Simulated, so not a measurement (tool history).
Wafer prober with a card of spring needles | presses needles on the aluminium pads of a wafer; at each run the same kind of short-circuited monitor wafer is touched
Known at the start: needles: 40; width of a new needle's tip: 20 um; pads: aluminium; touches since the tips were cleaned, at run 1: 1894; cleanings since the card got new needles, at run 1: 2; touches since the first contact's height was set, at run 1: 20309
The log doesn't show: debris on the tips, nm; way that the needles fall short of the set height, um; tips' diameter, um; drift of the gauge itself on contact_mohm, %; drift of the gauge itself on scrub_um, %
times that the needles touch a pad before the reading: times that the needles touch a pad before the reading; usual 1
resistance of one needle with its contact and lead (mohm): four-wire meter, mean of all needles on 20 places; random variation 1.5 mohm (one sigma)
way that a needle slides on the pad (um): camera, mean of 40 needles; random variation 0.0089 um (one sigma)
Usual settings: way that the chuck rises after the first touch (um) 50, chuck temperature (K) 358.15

run	hour	way that the chuck rises after the first touch (um)	chuck temperature (K)	times that the needles touch a pad before the reading	touches since the tips were cleaned	cleanings since the card got new needles	touches since the first contact's height was set	resistance of one needle with its contact and lead (mohm)	way that a needle slides on the pad (um)
1	0	50	358.15	1	1894	2	20309	147	6.817
2	8	50	358.15	1	4264	2	22679	148	6.816
3	21.2	50	358.15	1	8151	2	26566	146	6.821
# hour 24: tips cleaned on abrasive film
4	29.4	50	358.15	1	1602	3	28976	145	6.807
5	36.2	50	358.15	1	3604	3	30978	145	6.816
6	48.7	50	358.15	1	7294	3	34668	145	6.81
# hour 54.1: tips cleaned on abrasive film
7	56.7	50	358.15	1	789	4	37028	147	6.81
8	68.2	50	309.15	1	4178	4	40417	137	6.817
9	81.5	50	309.15	1	8102	4	44341	137	6.795
# hour 84.1: tips cleaned on abrasive film
10	90.2	50	309.15	1	1793	5	46878	137	6.807
11	100.4	55	309.15	1	4834	5	49919	134	7.503
12	107.6	55	309.15	1	6951	5	52036	134	7.483
# hour 113.9: tips cleaned on abrasive film
13	120.5	55	309.15	2	1946	6	55817	134	7.488
14	127.7	55	309.15	2	4069	6	57940	136	7.482
15	138.2	55	309.15	1	7181	6	61052	136	7.494
# hour 143.6: tips cleaned on abrasive film
16	149.6	63	309.15	1	1783	7	64405	128	8.57
17	155.9	63	309.15	1	3651	7	66273	131	8.573
18	163.7	63	309.15	3	5931	7	68553	131	8.587
19	169.9	63	309.15	3	7775	7	70397	130	8.589
# hour 174: tips cleaned on abrasive film
20	178.3	35	312.15	3	1274	8	72858	149	4.765
21	186.3	45	312.15	3	3633	8	75217	144	6.122
22	198.6	45	312.15	3	7277	8	78861	139	6.133
# hour 203.9: tips cleaned on abrasive film
23	209.9	64	358.15	2	1772	9	82172	139	8.715
24	217.8	35	363.15	2	4092	9	84492	160	4.748
25	226.9	50	332.15	1	6801	9	87201	140	6.817
# hour 227.9: height of the first contact set anew
# hour 234: tips cleaned on abrasive film
26	234	50	365.15	2	0	10	1787	147	6.808
27	247.6	38	358.15	1	4015	10	5802	157	5.176
28	257.6	46	358.15	1	6962	10	8749	148	6.239
# hour 264: tips cleaned on abrasive film
29	269.5	46	358.15	1	1604	11	12236	151	6.267
30	275.7	66	335.15	2	3438	11	14070	137	8.995
31	288.8	66	335.15	2	7340	11	17972	135	9.011
# hour 294: tips cleaned on abrasive film
32	295.9	40	306.15	1	574	12	20026	144	5.453
33	307.5	40	306.15	1	4014	12	23466	140	5.454
34	314.7	50	358.15	2	6132	12	25584	149	6.822

Forecast each of these 4 alternatives for the next run:
# hour 324.1: tips cleaned on abrasive film
A	325.2	50	301.15	1	332	13	28676	?	?
# hour 324.1: tips cleaned on abrasive film
B	325.2	50	358.15	1	332	13	28676	?	?
# hour 324.1: tips cleaned on abrasive film
C	325.2	36	316.15	2	332	13	28676	?	?
# hour 324.1: tips cleaned on abrasive film
D	325.2	50	386.15	1	332	13	28676	?	?

run	resistance of one needle with its contact and lead (mohm)	way that a needle slides on the pad (um)
A	138	6.807
B	149	6.806
C	149	4.911
D	150	6.813
Without the tool's hidden state the same runs would have given:
run	resistance of one needle with its contact and lead (mohm)	way that a needle slides on the pad (um)
A	138	6.807
B	149	6.807
C	149	4.911
D	150	6.813
